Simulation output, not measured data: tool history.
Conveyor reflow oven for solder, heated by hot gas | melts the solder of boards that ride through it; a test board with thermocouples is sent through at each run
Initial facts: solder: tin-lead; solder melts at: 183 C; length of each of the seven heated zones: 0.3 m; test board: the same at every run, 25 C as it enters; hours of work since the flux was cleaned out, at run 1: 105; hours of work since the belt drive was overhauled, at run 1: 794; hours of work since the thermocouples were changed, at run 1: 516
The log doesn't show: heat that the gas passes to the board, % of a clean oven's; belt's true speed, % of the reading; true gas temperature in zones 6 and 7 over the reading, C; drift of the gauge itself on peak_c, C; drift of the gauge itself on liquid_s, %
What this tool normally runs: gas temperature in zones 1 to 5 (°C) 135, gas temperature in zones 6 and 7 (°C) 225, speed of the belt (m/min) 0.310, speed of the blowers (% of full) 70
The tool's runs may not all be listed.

| run | hour | gas temperature in zones 1 to 5 (°C) | gas temperature in zones 6 and 7 (°C) | speed of the belt (m/min) | speed of the blowers (% of full) | hours of work since the flux was cleaned out | hours of work since the belt drive was overhauled | hours of work since the thermocouples were changed | highest temperature of the board (°C) | time above the solder's melting point (s) |
|---|---|---|---|---|---|---|---|---|---|---|
| 1 | 0.0 | 135 | 225 | 0.310 | 70 | 105 | 794 | 516 | 212.1 | 83.0 |
| 2 | 52.3 | 135 | 225 | 0.310 | 70 | 128 | 818 | 540 | 212.2 | 83.6 |
| 3 | 102.1 | 135 | 225 | 0.310 | 70 | 151 | 840 | 562 | 212.1 | 83.3 |
| 4 | 148.1 | 135 | 235 | 0.310 | 70 | 172 | 861 | 583 | 221.0 | 93.6 |
| 5 | 170.2 | 135 | 235 | 0.310 | 70 | 182 | 871 | 593 | 221.2 | 93.3 |
| 6 | 205.2 | 135 | 225 | 0.310 | 70 | 198 | 887 | 609 | 211.9 | 82.3 |
| 7 | 249.8 | 135 | 225 | 0.310 | 70 | 218 | 907 | 630 | 211.7 | 82.4 |
| 8 | 295.0 | 135 | 225 | 0.310 | 70 | 239 | 928 | 650 | 211.3 | 82.2 |
|  | 314.7 | flux residue cleaned out of gas plates and filters |
| 9 | 352.5 | 135 | 225 | 0.310 | 70 | 17 | 952 | 674 | 212.1 | 83.8 |
| 10 | 393.0 | 135 | 225 | 0.310 | 70 | 36 | 970 | 693 | 212.0 | 83.8 |
| 11 | 437.9 | 135 | 225 | 0.310 | 70 | 56 | 991 | 713 | 212.2 | 83.5 |
| 12 | 477.7 | 135 | 225 | 0.310 | 70 | 74 | 1009 | 731 | 211.8 | 82.8 |
| 13 | 514.9 | 149 | 225 | 0.310 | 70 | 91 | 1026 | 748 | 213.6 | 92.9 |
| 14 | 555.0 | 135 | 225 | 0.310 | 70 | 109 | 1044 | 766 | 211.6 | 82.7 |
| 15 | 608.4 | 135 | 225 | 0.310 | 70 | 134 | 1068 | 791 | 211.1 | 82.5 |
| 16 | 643.0 | 135 | 225 | 0.310 | 70 | 149 | 1084 | 806 | 211.9 | 82.9 |
| 17 | 685.0 | 135 | 225 | 0.310 | 70 | 169 | 1103 | 825 | 211.3 | 83.1 |
|  | 712.3 | thermocouples of zones 6 and 7 changed |
| 18 | 733.7 | 124 | 225 | 0.310 | 76 | 190 | 1125 | 10 | 212.5 | 79.5 |
| 19 | 757.5 | 124 | 225 | 0.310 | 74 | 201 | 1135 | 21 | 212.3 | 79.4 |
| 20 | 803.4 | 142 | 225 | 0.310 | 74 | 222 | 1156 | 41 | 214.5 | 91.5 |
| 21 | 839.9 | 143 | 216 | 0.324 | 68 | 238 | 1173 | 58 | 205.5 | 74.0 |
|  | 862.3 | flux residue cleaned out of gas plates and filters |
| 22 | 877.5 | 143 | 216 | 0.324 | 68 | 7 | 1188 | 73 | 205.4 | 75.8 |
| 23 | 915.6 | 143 | 235 | 0.357 | 56 | 24 | 1205 | 90 | 218.7 | 80.5 |
| 24 | 967.4 | 134 | 222 | 0.265 | 53 | 48 | 1229 | 114 | 212.3 | 99.4 |
| 25 | 994.6 | 135 | 225 | 0.312 | 70 | 60 | 1241 | 126 | 213.3 | 85.3 |
| 26 | 1041.6 | 135 | 225 | 0.312 | 70 | 82 | 1262 | 148 | 213.3 | 84.8 |
| 27 | 1079.2 | 150 | 225 | 0.312 | 70 | 99 | 1280 | 165 | 215.3 | 95.9 |
| 28 | 1110.9 | 149 | 225 | 0.271 | 70 | 113 | 1294 | 179 | 217.7 | 114.0 |
| 29 | 1163.6 | 130 | 234 | 0.292 | 70 | 137 | 1318 | 203 | 222.4 | 99.3 |
| 30 | 1214.3 | 130 | 234 | 0.292 | 70 | 160 | 1341 | 226 | 222.3 | 99.0 |
| 31 | 1252.1 | 130 | 236 | 0.313 | 70 | 177 | 1358 | 243 | 222.5 | 91.5 |
| 32 | 1301.6 | 130 | 220 | 0.313 | 70 | 200 | 1381 | 266 | 207.8 | 74.1 |

Here are 3 independent what-if runs from the current tool condition. What would each one return?
| A | 1349.0 | 130 | 220 | 0.355 | 80 | 222 | 1402 | 288 | ? | ? |
| B | 1349.0 | 127 | 220 | 0.313 | 70 | 222 | 1402 | 288 | ? | ? |
| C | 1349.0 | 129 | 238 | 0.351 | 70 | 222 | 1402 | 288 | ? | ? |

| run | highest temperature of the board (°C) | time above the solder's melting point (s) |
|---|---|---|
| A | 205.0 | 60.4 |
| B | 207.0 | 71.1 |
| C | 219.9 | 78.0 |
Take away the tool's hidden state, keep each run's random variation, and the runs would have read:
| run | highest temperature of the board (°C) | time above the solder's melting point (s) |
|---|---|---|
| A | 206.7 | 61.6 |
| B | 208.6 | 72.0 |
| C | 221.6 | 77.8 |

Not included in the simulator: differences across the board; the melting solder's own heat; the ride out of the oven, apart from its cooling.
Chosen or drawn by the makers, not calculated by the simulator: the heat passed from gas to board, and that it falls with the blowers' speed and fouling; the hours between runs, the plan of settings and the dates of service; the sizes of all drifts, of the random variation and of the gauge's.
